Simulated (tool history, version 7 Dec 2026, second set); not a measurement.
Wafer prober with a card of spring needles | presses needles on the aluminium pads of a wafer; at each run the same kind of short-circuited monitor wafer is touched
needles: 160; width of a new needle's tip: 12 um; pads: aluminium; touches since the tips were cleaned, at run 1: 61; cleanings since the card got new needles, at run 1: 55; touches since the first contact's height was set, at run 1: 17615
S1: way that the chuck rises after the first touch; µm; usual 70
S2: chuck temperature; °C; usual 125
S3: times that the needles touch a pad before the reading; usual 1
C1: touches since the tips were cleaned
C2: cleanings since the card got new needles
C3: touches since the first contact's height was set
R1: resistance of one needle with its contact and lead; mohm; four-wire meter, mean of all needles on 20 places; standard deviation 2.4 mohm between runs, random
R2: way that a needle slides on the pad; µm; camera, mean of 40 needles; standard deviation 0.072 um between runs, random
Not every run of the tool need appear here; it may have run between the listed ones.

run,day,S1,S2,S3,C1,C2,C3,R1,R2
1,0.000,70,125,1,61,55,17615,275,18.74
# day 0.696: tips cleaned on abrasive film
# day 1.550: tips cleaned on abrasive film
2,2.221,70,125,1,7578,57,42602,333,18.65
# day 2.400: tips cleaned on abrasive film
# day 3.092: tips cleaned on abrasive film
# day 3.954: tips cleaned on abrasive film
# day 4.817: tips cleaned on abrasive film
# day 5.608: tips cleaned on abrasive film
3,5.608,70,125,1,0,62,80622,276,18.51
# day 6.467: tips cleaned on abrasive film
# day 7.162: tips cleaned on abrasive film
# day 8.012: tips cleaned on abrasive film
4,8.604,70,125,1,6684,65,114310,347,18.29
# day 8.783: tips cleaned on abrasive film
# day 9.467: tips cleaned on abrasive film, once more
# day 10.308: tips cleaned on abrasive film
# day 11.162: tips cleaned on abrasive film
5,11.254,79,125,1,1038,69,144008,295,20.66
# day 11.950: tips cleaned on abrasive film
# day 12.796: tips cleaned on abrasive film
# day 13.658: tips cleaned on abrasive film
6,14.312,79,125,1,7377,72,178413,326,20.66
# day 14.492: tips cleaned on abrasive film
# day 15.183: tips cleaned on abrasive film
# day 16.054: tips cleaned on abrasive film
7,16.067,79,125,1,142,75,198060,283,20.41
# day 16.750: tips cleaned on abrasive film
# day 17.608: tips cleaned on abrasive film
# day 18.304: tips cleaned on abrasive film
# day 18.488: height of the first contact set anew
8,18.596,79,125,1,3168,78,1217,324,21.39
# day 19.121: tips cleaned on abrasive film
# day 19.988: tips cleaned on abrasive film
# day 20.683: tips cleaned on abrasive film
# day 21.379: tips cleaned on abrasive film
9,22.042,70,125,1,7506,82,39931,338,18.69
# day 22.221: tips cleaned on abrasive film
# day 22.912: tips cleaned on abrasive film
10,23.596,70,125,1,7689,84,57373,345,18.54
# day 23.767: tips cleaned on abrasive film
# day 24.633: tips cleaned on abrasive film
# day 25.500: tips cleaned on abrasive film
# day 26.304: tips cleaned on abrasive film
11,26.304,70,125,1,0,88,87782,278,18.36
# day 27.175: tips cleaned on abrasive film
# day 27.871: tips cleaned on abrasive film
# day 28.562: tips cleaned on abrasive film
# day 29.258: tips cleaned on abrasive film
# day 29.954: tips cleaned on abrasive film
12,30.146,70,125,2,2163,93,130905,312,18.26
# day 30.667: tips cleaned on abrasive film
# day 31.362: tips cleaned on abrasive film
13,31.817,89,40,3,5115,95,149676,271,23.44
# day 32.154: tips cleaned on abrasive film
# day 33.025: tips cleaned on abrasive film
# day 33.721: tips cleaned on abrasive film
# day 34.412: tips cleaned on abrasive film
14,34.925,89,40,3,5774,99,184588,267,23.27
# day 35.258: tips cleaned on abrasive film
# day 36.100: tips cleaned on abrasive film
# day 36.958: tips cleaned on abrasive film
15,37.512,89,40,3,6244,102,213634,269,23.10
# day 37.688: tips cleaned on abrasive film
# day 38.383: tips cleaned on abrasive film
# day 38.567: height of the first contact set anew
# day 39.092: tips cleaned on abrasive film
16,39.621,89,40,2,6005,105,11857,276,23.89
# day 39.788: tips cleaned on abrasive film
# day 40.479: tips cleaned on abrasive film
# day 41.338: tips cleaned on abrasive film
# day 42.033: tips cleaned on abrasive film
# day 42.883: tips cleaned on abrasive film
17,43.288,70,25,1,4567,110,52998,333,18.61
# day 43.625: tips cleaned on abrasive film
# day 44.321: tips cleaned on abrasive film
# day 45.188: tips cleaned on abrasive film
18,45.542,74,60,2,4014,113,78321,298,19.56
# day 45.892: tips cleaned on abrasive film
# day 46.742: tips cleaned on abrasive film
# day 47.438: tips cleaned on abrasive film
19,47.900,59,60,2,5235,116,104818,329,15.33
# day 48.250: tips cleaned on abrasive film
# day 48.946: tips cleaned on abrasive film
# day 49.812: tips cleaned on abrasive film
# day 50.508: tips cleaned on abrasive film
# day 51.375: tips cleaned on abrasive film
20,51.758,70,125,2,4334,121,148111,320,18.14
# day 52.108: tips cleaned on abrasive film
# day 52.804: tips cleaned on abrasive film
# day 53.654: tips cleaned on abrasive film
# day 54.367: tips cleaned on abrasive film
21,54.367,70,125,2,0,125,177387,274,18.15

4 ways to go on from here, each from the tool as it stands after run 21. What would each give?
# day 55.233: tips cleaned on abrasive film
# day 55.929: tips cleaned on abrasive film
A,56.358,70,125,2,4842,127,199783,?,?
# day 55.233: tips cleaned on abrasive film
# day 55.929: tips cleaned on abrasive film
B,56.358,63,28,2,4842,127,199783,?,?
# day 55.233: tips cleaned on abrasive film
# day 55.929: tips cleaned on abrasive film
C,56.358,64,125,2,4842,127,199783,?,?
# day 55.233: tips cleaned on abrasive film
# day 55.929: tips cleaned on abrasive film
D,56.358,51,125,2,4842,127,199783,?,?

run,R1,R2
A,320,18.13
B,317,16.12
C,330,16.44
D,364,12.90
Take away the tool's hidden state, keep each run's random variation, and the runs would have read:
run,R1,R2
A,266,18.85
B,243,16.83
C,267,17.15
D,268,13.61
